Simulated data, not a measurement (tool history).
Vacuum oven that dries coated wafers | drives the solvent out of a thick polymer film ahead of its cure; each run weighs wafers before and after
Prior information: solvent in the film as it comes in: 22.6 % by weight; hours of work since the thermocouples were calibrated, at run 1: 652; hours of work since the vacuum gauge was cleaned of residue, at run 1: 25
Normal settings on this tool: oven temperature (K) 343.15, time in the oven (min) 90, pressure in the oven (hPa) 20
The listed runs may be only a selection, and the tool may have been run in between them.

run,hour,oven temperature (K),time in the oven (min),pressure in the oven (hPa),hours of work since the thermocouples were calibrated,hours of work since the vacuum gauge was cleaned of residue,solvent left in the film (%)
1,0,343.15,90,20,652,25,5.9
2,71.9,343.15,90,20,694,66,5.82
3,140.7,343.15,90,20,733,106,5.83
4,186.3,343.15,53,20,760,132,9.06
5,229.9,343.15,53,26.7,785,157,9.41
6,309.6,343.15,90,11.7,831,203,5.29
7,366.2,343.15,90,11.7,863,235,5.28
8,436.7,343.15,81,20,904,276,6.34
# hour 459.6: oven's thermocouples calibrated
9,490.2,343.15,90,20,18,305,6.42
10,562.6,343.15,90,20,59,347,6.39
11,610.3,343.15,90,20,87,375,6.34
12,687.4,343.15,90,20,131,419,6.28
13,749.2,343.15,90,20,167,454,6.31
14,797.4,343.15,90,20,194,482,6.32
15,862.4,343.15,90,20,232,520,6.29
16,897.7,339.15,90,63.6,252,540,11.01
17,980,339.15,97,49.3,299,587,9.56

The next listed run, before its measurement:
18,1031.7,339.15,97,49.3,329,617,?

Run 18 came out at solvent left in the film (%) 9.52.
If the tool had no hidden condition, the same run with the same run-to-run variation would have returned solvent left in the film (%) 9.68.
